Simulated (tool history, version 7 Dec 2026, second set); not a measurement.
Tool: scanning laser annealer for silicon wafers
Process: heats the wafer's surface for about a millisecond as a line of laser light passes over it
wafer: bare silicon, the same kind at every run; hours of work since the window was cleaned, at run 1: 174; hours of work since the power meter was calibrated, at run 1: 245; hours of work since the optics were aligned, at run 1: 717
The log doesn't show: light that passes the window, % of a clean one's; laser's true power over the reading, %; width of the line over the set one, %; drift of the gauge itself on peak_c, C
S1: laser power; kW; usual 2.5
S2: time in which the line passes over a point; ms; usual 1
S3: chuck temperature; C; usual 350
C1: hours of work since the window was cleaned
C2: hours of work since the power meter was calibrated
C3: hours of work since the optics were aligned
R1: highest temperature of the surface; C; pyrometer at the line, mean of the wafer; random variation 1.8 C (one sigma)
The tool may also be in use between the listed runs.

| run | hour | S1 | S2 | S3 | C1 | C2 | C3 | R1 |
|---|---|---|---|---|---|---|---|---|
| 1 | 0 | 2.5 | 1 | 350 | 174 | 245 | 717 | 1078 |
| 2 | 9.1 | 2.5 | 1 | 350 | 180 | 251 | 723 | 1080 |
| 3 | 16.8 | 2.37 | 1 | 350 | 185 | 256 | 728 | 1048 |
| 4 | 22.6 | 2.5 | 0.86 | 350 | 188 | 259 | 731 | 1027 |
| 5 | 31.9 | 2.5 | 0.86 | 350 | 194 | 265 | 737 | 1029 |
| 6 | 37.7 | 2.5 | 0.85 | 350 | 198 | 269 | 741 | 1024 |
| 7 | 42.4 | 2.5 | 1 | 350 | 201 | 272 | 744 | 1083 |
| 8 | 48.6 | 2.5 | 1 | 350 | 205 | 276 | 747 | 1080 |
| 9 | 53.5 | 2.5 | 1 | 350 | 208 | 279 | 750 | 1080 |
| 10 | 61.9 | 2.5 | 1 | 350 | 213 | 284 | 756 | 1080 |
| 11 | 66.8 | 2.5 | 1 | 350 | 216 | 287 | 759 | 1079 |
| 12 | 75.1 | 2.5 | 1 | 350 | 221 | 292 | 764 | 1080 |
| 13 | 82.7 | 2.5 | 1 | 364 | 226 | 297 | 768 | 1094 |
| 14 | 89 | 2.5 | 1 | 322 | 230 | 301 | 772 | 1053 |
| 15 | 98.6 | 2.5 | 0.79 | 322 | 236 | 307 | 778 | 971 |
| 16 | 106.3 | 2.5 | 0.76 | 350 | 240 | 311 | 783 | 987 |
| 17 | 115.4 | 2.221 | 1 | 350 | 246 | 317 | 789 | 1008 |
| 18 | 122.7 | 2.221 | 1 | 350 | 250 | 321 | 793 | 1009 |
| 19 | 129.3 | 2.221 | 1 | 350 | 255 | 326 | 797 | 1007 |
| 20 | 135.8 | 2.221 | 1 | 350 | 259 | 330 | 801 | 1005 |
| 21 | 143.2 | 2.221 | 1 | 350 | 263 | 334 | 806 | 1006 |
| 22 | 153.3 | 2.262 | 1 | 351 | 269 | 340 | 812 | 1021 |
| 23 | 158.8 | 2.202 | 1.12 | 351 | 273 | 344 | 816 | 1043 |
| 24 | 164.1 | 2.5 | 1.07 | 372 | 276 | 347 | 819 | 1126 |
| 25 | 172.6 | 2.254 | 1.12 | 383 | 281 | 352 | 824 | 1090 |
| 26 | 177.1 | 2.323 | 1.25 | 349 | 284 | 355 | 827 | 1113 |
| 27 | 181.3 | 2.617 | 1.25 | 364 | 287 | 358 | 830 | 1218 |
| 28 | 186.1 | 2.5 | 1.11 | 350 | 290 | 361 | 833 | 1120 |
| 29 | 193 | 2.5 | 0.99 | 382 | 294 | 365 | 837 | 1108 |
| 30 | 200.2 | 2.535 | 0.77 | 360 | 298 | 369 | 841 | 1010 |
| 31 | 208.6 | 2.535 | 0.77 | 349 | 304 | 375 | 847 | 1003 |
| 32 | 216.7 | 2.135 | 0.93 | 358 | 309 | 380 | 852 | 971 |
| 33 | 221.1 | 2.576 | 0.73 | 350 | 312 | 383 | 854 | 993 |
| 34 | 231.2 | 2.653 | 1 | 350 | 318 | 389 | 861 | 1121 |
| 35 | 239.3 | 2.364 | 1.16 | 316 | 323 | 394 | 866 | 1063 |
| 36 | 249.2 | 2.5 | 0.86 | 350 | 329 | 400 | 872 | 1032 |
| 37 | 256.6 | 2.5 | 1.17 | 341 | 334 | 404 | 876 | 1130 |
| 38 | 260.8 | 2.5 | 1.17 | 341 | 336 | 407 | 879 | 1132 |
| 39 | 266.4 | 2.264 | 1 | 350 | 340 | 411 | 882 | 1019 |
| 40 | 273.8 | 2.264 | 1 | 350 | 344 | 415 | 887 | 1017 |
| 41 | 281.6 | 2.264 | 1 | 350 | 349 | 420 | 892 | 1017 |
| 42 | 288.2 | 2.346 | 0.84 | 382 | 353 | 424 | 896 | 1016 |

3 ways to go on from here, each from the tool as it stands after run 42. What would each give?
| A | 293.9 | 2.197 | 0.73 | 350 | 357 | 428 | 899 | ? |
| B | 293.9 | 2.5 | 1 | 353 | 357 | 428 | 899 | ? |
| C | 293.9 | 2.673 | 0.89 | 382 | 357 | 428 | 899 | ? |

| run | R1 |
|---|---|
| A | 905 |
| B | 1083 |
| C | 1114 |
Without the tool's hidden state the same runs would have given:
| run | R1 |
|---|---|
| A | 906 |
| B | 1084 |
| C | 1115 |
